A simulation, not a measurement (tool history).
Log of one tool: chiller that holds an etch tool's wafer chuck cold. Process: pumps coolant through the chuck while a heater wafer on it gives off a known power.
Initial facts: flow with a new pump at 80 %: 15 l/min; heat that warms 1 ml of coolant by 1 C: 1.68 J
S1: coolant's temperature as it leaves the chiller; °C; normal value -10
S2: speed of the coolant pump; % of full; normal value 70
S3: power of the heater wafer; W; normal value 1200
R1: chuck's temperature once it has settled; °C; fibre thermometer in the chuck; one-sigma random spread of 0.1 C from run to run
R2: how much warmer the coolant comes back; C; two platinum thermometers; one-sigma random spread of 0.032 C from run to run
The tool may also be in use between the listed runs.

{"run": 1, "hour": 0.0, "S1": -10, "S2": 70, "S3": 1200, "R1": -0.6, "R2": 3.27}
{"run": 2, "hour": 62.9, "S1": -7, "S2": 70, "S3": 1200, "R1": 2.5, "R2": 3.3}
{"run": 3, "hour": 126.2, "S1": -7, "S2": 70, "S3": 1200, "R1": 2.5, "R2": 3.3}
{"run": 4, "hour": 182.7, "S1": -7, "S2": 70, "S3": 1200, "R1": 2.6, "R2": 3.28}
{"run": 5, "hour": 210.7, "S1": -7, "S2": 70, "S3": 1200, "R1": 2.4, "R2": 3.32}
{"run": 6, "hour": 241.2, "S1": -7, "S2": 70, "S3": 1200, "R1": 2.6, "R2": 3.28}
{"run": 7, "hour": 277.2, "S1": -7, "S2": 70, "S3": 1200, "R1": 2.6, "R2": 3.28}
{"run": 8, "hour": 324.5, "S1": -7, "S2": 70, "S3": 1200, "R1": 2.6, "R2": 3.31}
{"run": 9, "hour": 358.5, "S1": -7, "S2": 70, "S3": 1200, "R1": 2.7, "R2": 3.3}
{"run": 10, "hour": 395.5, "S1": -7, "S2": 97, "S3": 1200, "R1": 0.8, "R2": 2.4}
{"run": 11, "hour": 438.2, "S1": -7, "S2": 97, "S3": 1200, "R1": 0.9, "R2": 2.35}
{"hour": 465.7, "done": "chiller's thermometer calibrated"}
{"run": 12, "hour": 500.6, "S1": -16, "S2": 96, "S3": 1200, "R1": -8.6, "R2": 2.41}
{"run": 13, "hour": 547.6, "S1": -16, "S2": 61, "S3": 685, "R1": -9.9, "R2": 2.19}
{"run": 14, "hour": 606.6, "S1": -16, "S2": 61, "S3": 685, "R1": -10, "R2": 2.23}
{"run": 15, "hour": 666.1, "S1": -10, "S2": 77, "S3": 675, "R1": -4.9, "R2": 1.69}
{"run": 16, "hour": 721.9, "S1": -10, "S2": 61, "S3": 799, "R1": -3, "R2": 2.52}
{"run": 17, "hour": 759.9, "S1": -10, "S2": 66, "S3": 1301, "R1": 0.6, "R2": 3.83}
{"run": 18, "hour": 792.6, "S1": -10, "S2": 66, "S3": 1301, "R1": 0.8, "R2": 3.85}
{"run": 19, "hour": 846.8, "S1": -18, "S2": 66, "S3": 1301, "R1": -7.1, "R2": 3.83}
{"run": 20, "hour": 909.2, "S1": -10, "S2": 84, "S3": 1390, "R1": -0.1, "R2": 3.27}

Each row is a separate what-if for the run after 20, all from the same tool condition, not one after another. Results?
{"run": "A", "hour": 962.9, "S1": -10, "S2": 72, "S3": 1390, "R1": "?", "R2": "?"}
{"run": "B", "hour": 962.9, "S1": -14, "S2": 72, "S3": 710, "R1": "?", "R2": "?"}
{"run": "C", "hour": 962.9, "S1": -10, "S2": 65, "S3": 663, "R1": "?", "R2": "?"}

run=A R1=0.9 R2=3.76
run=B R1=-8.3 R2=1.92
run=C R1=-4.6 R2=2.01
Had the tool no hidden state, the same runs would have come out as:
run=A R1=0.3 R2=3.68
run=B R1=-8.6 R2=1.88
run=C R1=-4.9 R2=1.97
